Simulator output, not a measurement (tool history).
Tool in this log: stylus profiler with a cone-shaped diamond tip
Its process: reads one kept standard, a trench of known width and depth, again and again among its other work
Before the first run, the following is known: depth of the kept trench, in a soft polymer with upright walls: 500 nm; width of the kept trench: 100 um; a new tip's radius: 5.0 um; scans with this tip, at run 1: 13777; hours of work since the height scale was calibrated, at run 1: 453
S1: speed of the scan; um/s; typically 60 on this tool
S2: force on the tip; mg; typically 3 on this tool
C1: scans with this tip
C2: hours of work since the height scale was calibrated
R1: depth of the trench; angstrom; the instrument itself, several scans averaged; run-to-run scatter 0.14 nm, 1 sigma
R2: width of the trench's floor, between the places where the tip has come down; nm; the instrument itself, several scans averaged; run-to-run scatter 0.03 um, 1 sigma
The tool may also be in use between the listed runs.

run      day   S1    S2     C1    C2      R1     R2
  1        0   60     3  13777   453  5062.2  94490
  2    2.083   60     3  14009   483  5061.6  94510
  3    4.388   60   1.3  14266   517  5038.9  94320
  4    7.758   60   1.3  14642   565  5040.1  94320
  5    9.358   60   1.3  14820   589  5041.1  94270
  6   12.379   60   1.3  15158   632  5040.5  94290
  7   15.917   60   1.3  15552   684  5042.4  94310
  8    19.35   60   1.3  15935   733  5044.3  94260
  9   20.954   20     3  16114   757  5066.2  94580
 10   23.958   20     3  16450   800  5068.2  94470
 11   27.508   20     3  16846   852  5070.8  94570
 12   30.742   88     3  17206   898  5070.4  94190
 13   33.254  103     3  17487   935    5073  94120
 14    36.35  103  3.04  17832   980  5073.1  94130
 15   38.938  103  3.04  18121  1017    5073  94070
 16   41.704   43     3  18429  1057  5074.3  94330
 17   43.933   43     3  18678  1090  5071.2  94390
 18   46.962  185     3  19016  1133  5076.1  93620
 19   49.871   60     3  19341  1176  5076.9  94240
 20   52.188   60     3  19599  1209  5077.6  94280
 21   55.654   60     3  19986  1259  5078.6  94190
      57.192  -- height scale calibrated on a step standard
 22   58.679   60     3  20321    22    5082  94230
 23   61.675   60     3  20655    65  5085.7  94150
 24   63.521   27  3.18  20861    92  5087.1  94290
 25   65.071   27  3.18  21034   114  5087.2  94340
      66.988  -- height scale calibrated on a step standard, once more
 26   67.825   27  3.18  21339    12  5054.2  94280
 27   69.333  214  1.43  21508    34  5028.9  92940
 28   71.696  214  1.43  21771    68  5030.2  92910
 29   74.612  230  3.19  22097   110  5052.9  93300
 30   76.446  135  4.07  22301   137  5066.7  93810
 31   79.829   44  1.54  22679   186  5034.3  94040
 32   82.708   44  1.54  23000   228  5036.7  94000
 33   85.938  132  5.57  23360   275  5082.5  93830
 34   88.833  132  5.57  23683   317  5083.4  93820
 35   90.925  132  5.57  23916   347    5085  93770
 36   93.112  132  5.57  24160   378  5084.7  93770
 37   96.179  132  5.57  24503   423  5086.2  93810
 38   98.854  178  1.49  24801   462  5037.2  93030
 39  102.396  178  1.49  25196   513  5041.1  93060
 40  103.929  194  5.84  25368   535  5090.4  93530
 41  106.496   55  1.13  25654   572  5034.1  93820
 42  108.842   55  1.13  25915   606  5036.1  93770
 43  110.875   75  4.95  26143   636  5086.1  93990
 44  112.562   60  1.61  26330   660  5046.5  93760
 45  114.942   46  6.13  26596   695  5097.7  94060

Entry by entry between the runs, the difference in hidden state between the last listed run before and the first listed run after:
Logged between run 21 and run 22: height scale calibrated on a step standard (day 57.192)
  radius of the tip, um: 7.85 -> 7.9; height scale over the true one, %: 0.502 -> 0.603
  measured less the result without the state, R1: +25.3 -> +30.5 angstrom; R2: -1150 -> -1170 nm
Logged between run 25 and run 26: height scale calibrated on a step standard, once more (day 66.988)
  radius of the tip, um: 7.99 -> 8.04; height scale over the true one, %: 0.642 -> -0.048
  measured less the result without the state, R1: +32.5 -> -2.4 angstrom; R2: -1210 -> -1220 nm

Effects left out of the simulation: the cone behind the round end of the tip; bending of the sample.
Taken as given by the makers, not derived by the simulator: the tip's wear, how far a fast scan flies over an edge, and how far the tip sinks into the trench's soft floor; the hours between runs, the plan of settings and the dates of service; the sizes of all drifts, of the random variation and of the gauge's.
